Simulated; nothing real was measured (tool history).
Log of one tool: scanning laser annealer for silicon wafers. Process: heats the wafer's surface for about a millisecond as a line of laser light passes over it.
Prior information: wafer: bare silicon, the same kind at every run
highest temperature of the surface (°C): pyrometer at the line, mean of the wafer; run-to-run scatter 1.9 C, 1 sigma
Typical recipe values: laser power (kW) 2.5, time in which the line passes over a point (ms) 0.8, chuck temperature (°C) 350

run,day,laser power (kW),time in which the line passes over a point (ms),chuck temperature (°C),highest temperature of the surface (°C)
1,0,2.5,0.8,350,1145
2,0.962,2.5,0.712,350,1103
3,2.508,2.45,0.712,350,1083
4,3.996,2.5,0.8,350,1139
5,5.312,2.5,0.838,350,1155
6,6.654,2.5,0.838,350,1149
7,8.088,2.5,0.8,350,1134
8,9.754,2.5,0.726,350,1100
9,10.521,2.5,0.726,350,1097
10,11.546,2.5,0.726,350,1096
11,13.062,2.5,0.726,350,1098
12,13.904,2.5,0.726,381,1126
13,14.625,2.5,0.8,350,1129
14,15.35,2.5,0.8,350,1129
15,16.129,2.5,0.8,350,1127
16,17.067,2.5,0.8,350,1128
17,18.754,2.5,0.8,350,1126
18,20.421,2.465,0.594,360,1022

Run 19 is up next; what results do you expect?
19,22.033,2.465,0.594,360,?

{"run 19": {"highest temperature of the surface (°C)": 1021}}
With the hidden condition absent and the run-to-run variation left alone, this run would have shown highest temperature of the surface (°C) 1064.

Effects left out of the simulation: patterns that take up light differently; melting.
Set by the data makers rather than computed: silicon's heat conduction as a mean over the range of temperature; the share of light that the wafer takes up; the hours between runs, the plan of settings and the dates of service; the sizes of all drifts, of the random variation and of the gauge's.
